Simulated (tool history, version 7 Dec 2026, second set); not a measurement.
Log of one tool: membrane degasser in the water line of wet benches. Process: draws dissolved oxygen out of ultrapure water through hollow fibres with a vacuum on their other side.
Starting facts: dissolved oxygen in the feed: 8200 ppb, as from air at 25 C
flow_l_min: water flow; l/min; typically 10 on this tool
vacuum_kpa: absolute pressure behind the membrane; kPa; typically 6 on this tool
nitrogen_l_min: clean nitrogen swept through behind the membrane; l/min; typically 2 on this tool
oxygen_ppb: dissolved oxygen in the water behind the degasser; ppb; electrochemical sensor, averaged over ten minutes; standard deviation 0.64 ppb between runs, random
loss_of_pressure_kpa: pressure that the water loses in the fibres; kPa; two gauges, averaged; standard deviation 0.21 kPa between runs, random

run 1 hour=0 | flow_l_min=10 vacuum_kpa=6 nitrogen_l_min=2 | oxygen_ppb=62.5 loss_of_pressure_kpa=49.74
run 2 hour=104.4 | flow_l_min=10 vacuum_kpa=6 nitrogen_l_min=2 | oxygen_ppb=62.6 loss_of_pressure_kpa=49.86
run 3 hour=201.1 | flow_l_min=10 vacuum_kpa=6 nitrogen_l_min=4.61 | oxygen_ppb=42.5 loss_of_pressure_kpa=49.5
run 4 hour=278.1 | flow_l_min=10 vacuum_kpa=6 nitrogen_l_min=4.61 | oxygen_ppb=42 loss_of_pressure_kpa=49.54
run 5 hour=390.2 | flow_l_min=10 vacuum_kpa=6 nitrogen_l_min=4.61 | oxygen_ppb=42.1 loss_of_pressure_kpa=49.64
run 6 hour=477.9 | flow_l_min=10 vacuum_kpa=6 nitrogen_l_min=4.61 | oxygen_ppb=41.3 loss_of_pressure_kpa=49.82
run 7 hour=553.5 | flow_l_min=10 vacuum_kpa=6 nitrogen_l_min=4.61 | oxygen_ppb=41.8 loss_of_pressure_kpa=49.48
run 8 hour=659.7 | flow_l_min=10 vacuum_kpa=5.78 nitrogen_l_min=4.61 | oxygen_ppb=40.7 loss_of_pressure_kpa=50.04
run 9 hour=733.1 | flow_l_min=10 vacuum_kpa=5.78 nitrogen_l_min=4.61 | oxygen_ppb=41.3 loss_of_pressure_kpa=49.76
run 10 hour=826.9 | flow_l_min=10 vacuum_kpa=5.78 nitrogen_l_min=4.61 | oxygen_ppb=41.3 loss_of_pressure_kpa=50
run 11 hour=922.8 | flow_l_min=10 vacuum_kpa=4.53 nitrogen_l_min=2 | oxygen_ppb=46 loss_of_pressure_kpa=49.74
run 12 hour=1019.9 | flow_l_min=10 vacuum_kpa=6 nitrogen_l_min=2 | oxygen_ppb=64.4 loss_of_pressure_kpa=49.54
run 13 hour=1142 | flow_l_min=10 vacuum_kpa=6 nitrogen_l_min=2 | oxygen_ppb=64.1 loss_of_pressure_kpa=49.85
run 14 hour=1251.1 | flow_l_min=10 vacuum_kpa=6 nitrogen_l_min=2 | oxygen_ppb=64.6 loss_of_pressure_kpa=49.76
run 15 hour=1360.2 | flow_l_min=10 vacuum_kpa=6 nitrogen_l_min=2 | oxygen_ppb=64.2 loss_of_pressure_kpa=49.32
run 16 hour=1421.3 | flow_l_min=10 vacuum_kpa=6 nitrogen_l_min=2 | oxygen_ppb=65.6 loss_of_pressure_kpa=49.53
run 17 hour=1522.6 | flow_l_min=8 vacuum_kpa=4.11 nitrogen_l_min=1.07 | oxygen_ppb=31.3 loss_of_pressure_kpa=40.18
run 18 hour=1641.8 | flow_l_min=8 vacuum_kpa=4.11 nitrogen_l_min=1.07 | oxygen_ppb=30.7 loss_of_pressure_kpa=39.98
run 19 hour=1755.1 | flow_l_min=10 vacuum_kpa=4.84 nitrogen_l_min=4.96 | oxygen_ppb=36.2 loss_of_pressure_kpa=49.93
run 20 hour=1873.7 | flow_l_min=16 vacuum_kpa=9.35 nitrogen_l_min=4.44 | oxygen_ppb=215.5 loss_of_pressure_kpa=80.5
run 21 hour=1957.1 | flow_l_min=8 vacuum_kpa=9.35 nitrogen_l_min=1.34 | oxygen_ppb=105.1 loss_of_pressure_kpa=40.12
run 22 hour=2031.9 | flow_l_min=10 vacuum_kpa=9.39 nitrogen_l_min=1.37 | oxygen_ppb=142.2 loss_of_pressure_kpa=50.19
run 23 hour=2114.6 | flow_l_min=7 vacuum_kpa=10.57 nitrogen_l_min=2 | oxygen_ppb=74.4 loss_of_pressure_kpa=35.2
run 24 hour=2190.4 | flow_l_min=7 vacuum_kpa=6 nitrogen_l_min=2 | oxygen_ppb=32.4 loss_of_pressure_kpa=35.07
run 25 hour=2285.4 | flow_l_min=7 vacuum_kpa=6 nitrogen_l_min=2 | oxygen_ppb=32.7 loss_of_pressure_kpa=35.13
run 26 hour=2417.4 | flow_l_min=11 vacuum_kpa=11.51 nitrogen_l_min=1.91 | oxygen_ppb=164.3 loss_of_pressure_kpa=55.25
run 27 hour=2480.1 | flow_l_min=10 vacuum_kpa=6 nitrogen_l_min=1.04 | oxygen_ppb=102.6 loss_of_pressure_kpa=50.42
run 28 hour=2558.6 | flow_l_min=9 vacuum_kpa=7.78 nitrogen_l_min=1.63 | oxygen_ppb=85.6 loss_of_pressure_kpa=45.45

Here are 5 independent what-if runs from the current tool condition. What would each one return?
run A hour=2662.2 | flow_l_min=15 vacuum_kpa=4.98 nitrogen_l_min=2.23 | oxygen_ppb=? loss_of_pressure_kpa=?
run B hour=2662.2 | flow_l_min=8 vacuum_kpa=6 nitrogen_l_min=2 | oxygen_ppb=? loss_of_pressure_kpa=?
run C hour=2662.2 | flow_l_min=9 vacuum_kpa=7.78 nitrogen_l_min=2.04 | oxygen_ppb=? loss_of_pressure_kpa=?
run D hour=2662.2 | flow_l_min=9 vacuum_kpa=6.64 nitrogen_l_min=4.74 | oxygen_ppb=? loss_of_pressure_kpa=?
run E hour=2662.2 | flow_l_min=9 vacuum_kpa=7.78 nitrogen_l_min=5.28 | oxygen_ppb=? loss_of_pressure_kpa=?

run=A oxygen_ppb=168.3 loss_of_pressure_kpa=75.39
run=B oxygen_ppb=41.6 loss_of_pressure_kpa=40.38
run=C oxygen_ppb=72.2 loss_of_pressure_kpa=45.4
run=D oxygen_ppb=34.9 loss_of_pressure_kpa=45.38
run=E oxygen_ppb=39.7 loss_of_pressure_kpa=45.24
Without the tool's unlogged condition, the same runs would have read:
run=A oxygen_ppb=145.1 loss_of_pressure_kpa=73.01
run=B oxygen_ppb=34.6 loss_of_pressure_kpa=39.11
run=C oxygen_ppb=62.5 loss_of_pressure_kpa=43.97
run=D oxygen_ppb=29.2 loss_of_pressure_kpa=43.95
run=E oxygen_ppb=33.9 loss_of_pressure_kpa=43.81
